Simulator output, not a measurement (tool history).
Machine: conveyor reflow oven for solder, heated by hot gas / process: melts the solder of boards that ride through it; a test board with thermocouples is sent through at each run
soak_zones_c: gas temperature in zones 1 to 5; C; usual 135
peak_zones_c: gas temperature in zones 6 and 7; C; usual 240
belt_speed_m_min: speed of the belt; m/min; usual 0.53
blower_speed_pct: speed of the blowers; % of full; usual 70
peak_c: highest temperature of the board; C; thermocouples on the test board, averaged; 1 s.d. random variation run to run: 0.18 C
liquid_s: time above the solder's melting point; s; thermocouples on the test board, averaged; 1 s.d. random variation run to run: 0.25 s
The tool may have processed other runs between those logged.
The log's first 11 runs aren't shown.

run   hour  soak_zones_c  peak_zones_c  belt_speed_m_min  blower_speed_pct  hours of work since the flux was cleaned out  hours of work since the belt drive was overhauled  hours of work since the thermocouples were changed  peak_c  liquid_s
 12   71.2           135           240              0.53                61                                           233                                                 92                                                 693   217.8      57.5
 13   78.3           135           247              0.53                70                                           236                                                 95                                                 696   226.1      64.1
 14     84           135           247              0.53                70                                           238                                                 98                                                 698   225.9      64.2
 15   88.5           135           247              0.53                70                                           240                                                100                                                 700   225.8      63.9
 16   94.3           145           238             0.583                80                                           243                                                102                                                 703   219.3      56.9
 17   99.9           145           238             0.583                80                                           245                                                105                                                 705   219.4        57
 18  104.3           128           247             0.457                63                                           247                                                107                                                 707   228.6        74
 19  111.5           128           247             0.457                63                                           251                                                110                                                 710   228.6      74.5
 20  119.3           146           242             0.531                69                                           254                                                113                                                 714   223.4        66
 21  125.6           146           242             0.439                87                                           257                                                116                                                 717   232.8      87.2
 22    132           132           242             0.439                87                                           260                                                119                                                 719   231.2      81.1
 23  136.7           139           255             0.588                62                                           262                                                121                                                 721     226      58.6
 24  144.6           123           244             0.487                51                                           265                                                125                                                 725   217.8      58.4
 25  148.7           133           240              0.53                71                                           267                                                126                                                 727   219.7      58.9
 26  156.3           128           240             0.563                70                                           270                                                130                                                 730   215.5      50.1
 27  165.3           128           247             0.563                70                                           274                                                134                                                 734   221.2      54.8
 28  171.5           128           247             0.563                70                                           277                                                136                                                 737   221.1      54.7
 29  177.7           135           240             0.494                70                                           280                                                139                                                 739     222      66.1
 30  181.8           138           246             0.487                70                                           282                                                141                                                 741   228.4      73.5

Here are 3 independent what-if runs from the current tool condition. What would each one return?
  A  187.1           142           243             0.487                70                                           284                                                143                                                 744       ?         ?
  B  187.1           130           246             0.487                70                                           284                                                143                                                 744       ?         ?
  C  187.1           138           233             0.487                70                                           284                                                143                                                 744       ?         ?

run  peak_c  liquid_s
  A   226.7      73.6
  B   227.1      69.3
  C   217.6      64.8
With the hidden condition removed and each run's random variation left untouched, the same runs would have given:
run  peak_c  liquid_s
  A   227.6      74.2
  B   228.5      70.3
  C   218.5        66
